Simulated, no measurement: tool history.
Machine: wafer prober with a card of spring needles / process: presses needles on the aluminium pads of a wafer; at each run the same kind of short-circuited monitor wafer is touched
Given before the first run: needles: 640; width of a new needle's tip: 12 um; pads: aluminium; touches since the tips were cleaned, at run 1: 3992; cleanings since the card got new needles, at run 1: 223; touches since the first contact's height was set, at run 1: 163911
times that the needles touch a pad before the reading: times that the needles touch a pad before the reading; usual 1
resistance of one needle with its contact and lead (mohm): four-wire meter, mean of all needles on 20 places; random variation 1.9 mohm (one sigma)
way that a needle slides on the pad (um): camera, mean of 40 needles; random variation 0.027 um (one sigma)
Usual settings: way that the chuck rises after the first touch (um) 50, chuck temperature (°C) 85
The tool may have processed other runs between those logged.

run,hour,way that the chuck rises after the first touch (um),chuck temperature (°C),times that the needles touch a pad before the reading,touches since the tips were cleaned,cleanings since the card got new needles,touches since the first contact's height was set,resistance of one needle with its contact and lead (mohm),way that a needle slides on the pad (um)
1,0,50,85,1,3992,223,163911,294,10.97
# hour 4.2: tips cleaned on abrasive film
# hour 14.6: tips cleaned on abrasive film
# hour 23: tips cleaned on abrasive film
# hour 33.4: tips cleaned on abrasive film
2,35.4,50,85,1,1299,227,186532,265,10.79
# hour 43.7: tips cleaned on abrasive film
# hour 52.1: tips cleaned on abrasive film
# hour 54.4: height of the first contact set anew
# hour 62.8: tips cleaned on abrasive film
# hour 73.2: tips cleaned on abrasive film
# hour 83.6: tips cleaned on abrasive film
# hour 91.9: tips cleaned on abrasive film
# hour 100.3: tips cleaned on abrasive film
3,100.4,50,85,1,64,234,29383,225,11.33
# hour 108.7: tips cleaned on abrasive film
# hour 117: tips cleaned on abrasive film
# hour 127.5: tips cleaned on abrasive film
# hour 135.8: tips cleaned on abrasive film
# hour 144.1: tips cleaned on abrasive film
4,152,50,85,1,5113,239,62484,324,11.29
# hour 154.2: tips cleaned on abrasive film
# hour 164.6: tips cleaned on abrasive film
# hour 172.9: tips cleaned on abrasive film
# hour 183.4: tips cleaned on abrasive film
# hour 193.8: tips cleaned on abrasive film
# hour 202.1: tips cleaned on abrasive film
5,208.5,61,85,1,4132,245,98600,278,13.65
# hour 210.6: tips cleaned on abrasive film
# hour 219: tips cleaned on abrasive film
# hour 227.3: tips cleaned on abrasive film
# hour 237.7: tips cleaned on abrasive film
6,238.5,50,85,1,529,249,117779,237,11.09
# hour 246.9: tips cleaned on abrasive film
# hour 257.3: tips cleaned on abrasive film
# hour 265.6: tips cleaned on abrasive film
7,268.8,50,85,1,2066,252,137169,278,11.05
# hour 275.1: tips cleaned on abrasive film
# hour 283.5: tips cleaned on abrasive film
# hour 291.8: tips cleaned on abrasive film
# hour 300.1: tips cleaned on abrasive film
# hour 310.5: tips cleaned on abrasive film
# hour 320.9: tips cleaned on abrasive film
# hour 329.3: tips cleaned on abrasive film
8,330.7,50,85,1,940,259,176756,250,10.89
# hour 339.1: tips cleaned on abrasive film
# hour 349.5: tips cleaned on abrasive film
# hour 357.8: tips cleaned on abrasive film
# hour 364.3: height of the first contact set anew
# hour 368.5: tips cleaned on abrasive film
# hour 378.9: tips cleaned on abrasive film
# hour 387.3: tips cleaned on abrasive film
9,391.8,50,85,1,2954,265,17613,287,11.36
# hour 396.1: tips cleaned on abrasive film
# hour 402.4: tips cleaned on abrasive film, once more
# hour 412.8: tips cleaned on abrasive film
# hour 423.2: tips cleaned on abrasive film
# hour 431.5: tips cleaned on abrasive film
# hour 441.9: tips cleaned on abrasive film
10,447.9,50,85,1,3876,271,53477,311,11.27
# hour 452.1: tips cleaned on abrasive film
# hour 460.5: tips cleaned on abrasive film
# hour 470.9: tips cleaned on abrasive film
# hour 481.3: tips cleaned on abrasive film
11,486.6,48,85,1,3446,275,78246,298,10.71
# hour 490.8: tips cleaned on abrasive film
# hour 501.2: tips cleaned on abrasive film
# hour 509.6: tips cleaned on abrasive film
# hour 517.9: tips cleaned on abrasive film
# hour 526.3: tips cleaned on abrasive film
# hour 536.7: tips cleaned on abrasive film
# hour 545: tips cleaned on abrasive film
12,552.7,50,38,2,4948,282,120508,274,11.09
# hour 554.8: tips cleaned on abrasive film
# hour 563.2: tips cleaned on abrasive film
# hour 573.6: tips cleaned on abrasive film
# hour 584: tips cleaned on abrasive film
# hour 594.4: tips cleaned on abrasive film
# hour 602.7: tips cleaned on abrasive film
13,605.6,49,36,1,1889,288,154381,276,10.72
# hour 611.9: tips cleaned on abrasive film
# hour 622.3: tips cleaned on abrasive film
# hour 630.7: tips cleaned on abrasive film
# hour 639.3: tips cleaned on abrasive film
14,639.3,49,36,1,0,292,175897,215,10.69
# hour 649.7: tips cleaned on abrasive film
# hour 658: tips cleaned on abrasive film
# hour 666.4: tips cleaned on abrasive film
# hour 674.9: height of the first contact set anew
# hour 677.1: tips cleaned on abrasive film
# hour 685.4: tips cleaned on abrasive film
# hour 695.8: tips cleaned on abrasive film
15,696.8,49,36,1,648,298,13975,242,11.18
# hour 705.2: tips cleaned on abrasive film
# hour 713.5: tips cleaned on abrasive film
# hour 723.9: tips cleaned on abrasive film
# hour 732.3: tips cleaned on abrasive film
# hour 742.7: tips cleaned on abrasive film
16,748.2,49,36,1,3539,303,46833,311,11.06
# hour 752.4: tips cleaned on abrasive film
# hour 762.8: tips cleaned on abrasive film
# hour 771.1: tips cleaned on abrasive film
# hour 781.5: tips cleaned on abrasive film
17,786.1,49,36,1,2938,307,71094,298,10.92
# hour 790.3: tips cleaned on abrasive film
# hour 800.7: tips cleaned on abrasive film
# hour 809: tips cleaned on abrasive film
18,816,44,29,2,4516,310,90268,292,9.81
# hour 818.2: tips cleaned on abrasive film
# hour 828.6: tips cleaned on abrasive film
# hour 839: tips cleaned on abrasive film
19,846.9,44,29,2,5141,313,110068,314,9.73
# hour 849.1: tips cleaned on abrasive film
# hour 859.5: tips cleaned on abrasive film
# hour 869.9: tips cleaned on abrasive film
# hour 880.3: tips cleaned on abrasive film
20,887,44,37,1,4310,317,135700,381,9.6
# hour 889.1: tips cleaned on abrasive film
# hour 899.5: tips cleaned on abrasive film
# hour 909.9: tips cleaned on abrasive film
# hour 918.3: tips cleaned on abrasive film
# hour 926.6: tips cleaned on abrasive film
21,931.6,50,86,2,3245,322,164265,281,10.94
# hour 935.9: tips cleaned on abrasive film
# hour 944.2: tips cleaned on abrasive film
# hour 954.6: tips cleaned on abrasive film
# hour 965: tips cleaned on abrasive film
22,972.1,38,35,1,4577,326,190164,443,8.13

Results per run with the tool's hidden condition removed, run-to-run variation unchanged:
The tool's hidden condition here consists of: debris on the tips, nm; way that the needles fall short of the set height, um; tips' diameter, um; drift of the gauge itself on contact_mohm, %; drift of the gauge itself on scrub_um, %.
run,resistance of one needle with its contact and lead (mohm),way that a needle slides on the pad (um)
1,207,11.41
2,207,11.38
3,206,11.41
4,208,11.46
5,202,13.93
6,206,11.44
7,206,11.45
8,205,11.42
9,204,11.42
10,209,11.42
11,206,10.94
12,195,11.43
13,196,11.16
14,197,11.19
15,195,11.24
16,198,11.2
17,195,11.13
18,194,10.08
19,197,10.04
20,199,10
21,208,11.41
22,197,8.68
